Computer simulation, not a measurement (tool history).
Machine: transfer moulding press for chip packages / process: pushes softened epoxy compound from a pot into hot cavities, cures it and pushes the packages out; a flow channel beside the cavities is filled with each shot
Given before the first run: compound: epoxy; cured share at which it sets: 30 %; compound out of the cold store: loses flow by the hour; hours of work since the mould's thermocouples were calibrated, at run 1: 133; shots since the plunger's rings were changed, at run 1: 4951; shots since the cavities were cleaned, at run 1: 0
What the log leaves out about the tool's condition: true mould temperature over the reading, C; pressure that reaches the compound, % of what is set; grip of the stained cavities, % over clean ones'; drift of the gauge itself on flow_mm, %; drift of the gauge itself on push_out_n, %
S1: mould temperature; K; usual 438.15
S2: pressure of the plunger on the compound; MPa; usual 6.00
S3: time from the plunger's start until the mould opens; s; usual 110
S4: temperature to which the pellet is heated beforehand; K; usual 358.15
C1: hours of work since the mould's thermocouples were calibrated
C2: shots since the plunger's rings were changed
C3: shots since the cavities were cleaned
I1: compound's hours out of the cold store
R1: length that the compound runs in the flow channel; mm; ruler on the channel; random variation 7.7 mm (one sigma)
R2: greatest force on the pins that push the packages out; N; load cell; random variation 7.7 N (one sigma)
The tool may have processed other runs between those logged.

{"run": 1, "hour": 0.0, "S1": 438.15, "S2": 6.0, "S3": 110, "S4": 358.15, "C1": 133, "C2": 4951, "C3": 0, "I1": 38.8, "R1": 712, "R2": 329}
{"run": 2, "hour": 10.1, "S1": 438.15, "S2": 6.0, "S3": 110, "S4": 358.15, "C1": 140, "C2": 5080, "C3": 129, "I1": 12.3, "R1": 811, "R2": 400}
{"hour": 18.5, "done": "plunger's sealing rings changed"}
{"run": 3, "hour": 23.0, "S1": 438.15, "S2": 6.0, "S3": 110, "S4": 367.15, "C1": 148, "C2": 58, "C3": 262, "I1": 44.6, "R1": 744, "R2": 434}
{"run": 4, "hour": 43.2, "S1": 438.15, "S2": 6.0, "S3": 110, "S4": 358.15, "C1": 162, "C2": 317, "C3": 521, "I1": 46.2, "R1": 745, "R2": 499}
{"run": 5, "hour": 57.6, "S1": 438.15, "S2": 6.0, "S3": 110, "S4": 357.15, "C1": 173, "C2": 501, "C3": 705, "I1": 17.1, "R1": 846, "R2": 550}
{"run": 6, "hour": 72.7, "S1": 438.15, "S2": 6.0, "S3": 110, "S4": 357.15, "C1": 184, "C2": 694, "C3": 898, "I1": 35.3, "R1": 777, "R2": 568}
{"hour": 84.6, "done": "cavities cleaned with cleaning compound and waxed"}
{"run": 7, "hour": 95.2, "S1": 438.15, "S2": 6.0, "S3": 110, "S4": 357.15, "C1": 199, "C2": 963, "C3": 135, "I1": 24.1, "R1": 811, "R2": 381}
{"run": 8, "hour": 108.5, "S1": 438.15, "S2": 6.0, "S3": 110, "S4": 358.15, "C1": 209, "C2": 1134, "C3": 306, "I1": 14.6, "R1": 843, "R2": 463}
{"run": 9, "hour": 125.5, "S1": 438.15, "S2": 7.01, "S3": 110, "S4": 358.15, "C1": 221, "C2": 1351, "C3": 523, "I1": 11.6, "R1": 901, "R2": 548}
{"run": 10, "hour": 142.2, "S1": 438.15, "S2": 7.01, "S3": 94, "S4": 358.15, "C1": 233, "C2": 1565, "C3": 737, "I1": 47.1, "R1": 770, "R2": 669}
{"run": 11, "hour": 158.1, "S1": 438.15, "S2": 6.0, "S3": 110, "S4": 358.15, "C1": 245, "C2": 1768, "C3": 940, "I1": 22.3, "R1": 804, "R2": 609}
{"hour": 167.0, "done": "cavities cleaned with cleaning compound and waxed"}
{"run": 12, "hour": 169.9, "S1": 436.15, "S2": 6.0, "S3": 110, "S4": 358.15, "C1": 252, "C2": 1900, "C3": 38, "I1": 9.3, "R1": 843, "R2": 403}
{"run": 13, "hour": 184.8, "S1": 436.15, "S2": 6.0, "S3": 110, "S4": 358.15, "C1": 263, "C2": 2091, "C3": 229, "I1": 28.4, "R1": 782, "R2": 458}
{"run": 14, "hour": 198.9, "S1": 444.15, "S2": 6.0, "S3": 90, "S4": 358.15, "C1": 273, "C2": 2271, "C3": 409, "I1": 35.7, "R1": 735, "R2": 487}
{"run": 15, "hour": 218.5, "S1": 444.15, "S2": 6.0, "S3": 90, "S4": 358.15, "C1": 288, "C2": 2522, "C3": 660, "I1": 42.5, "R1": 711, "R2": 560}
{"run": 16, "hour": 239.4, "S1": 435.15, "S2": 5.34, "S3": 107, "S4": 357.15, "C1": 303, "C2": 2789, "C3": 927, "I1": 38.3, "R1": 704, "R2": 684}
{"hour": 242.7, "done": "mould's thermocouples calibrated"}
{"hour": 251.1, "done": "cavities cleaned with cleaning compound and waxed"}
{"run": 17, "hour": 251.6, "S1": 435.15, "S2": 5.34, "S3": 107, "S4": 357.15, "C1": 5, "C2": 2901, "C3": 6, "I1": 13.5, "R1": 783, "R2": 380}
{"run": 18, "hour": 266.9, "S1": 435.15, "S2": 5.34, "S3": 107, "S4": 357.15, "C1": 16, "C2": 3097, "C3": 202, "I1": 41.2, "R1": 689, "R2": 468}
{"run": 19, "hour": 288.4, "S1": 441.15, "S2": 5.56, "S3": 100, "S4": 358.15, "C1": 32, "C2": 3372, "C3": 477, "I1": 47.0, "R1": 667, "R2": 477}
{"run": 20, "hour": 309.0, "S1": 441.15, "S2": 5.56, "S3": 100, "S4": 358.15, "C1": 47, "C2": 3636, "C3": 741, "I1": 31.9, "R1": 711, "R2": 527}
{"run": 21, "hour": 318.5, "S1": 441.15, "S2": 5.56, "S3": 100, "S4": 358.15, "C1": 54, "C2": 3757, "C3": 862, "I1": 40.7, "R1": 684, "R2": 544}
{"hour": 333.7, "done": "cavities cleaned with cleaning compound and waxed"}
{"run": 22, "hour": 333.8, "S1": 441.15, "S2": 5.56, "S3": 100, "S4": 358.15, "C1": 64, "C2": 3934, "C3": 1, "I1": 9.7, "R1": 788, "R2": 302}

Run 23 comes next. What will it give?
{"run": 23, "hour": 348.3, "S1": 446.15, "S2": 6.07, "S3": 118, "S4": 366.15, "C1": 74, "C2": 4119, "C3": 186, "I1": 41.6, "R1": "?", "R2": "?"}

Run 23 yielded R1 699 mm, R2 345 N.
Take away the tool's hidden state, keep the run-to-run variation as it was, and the same run would have given R1 749 mm, R2 267 N.
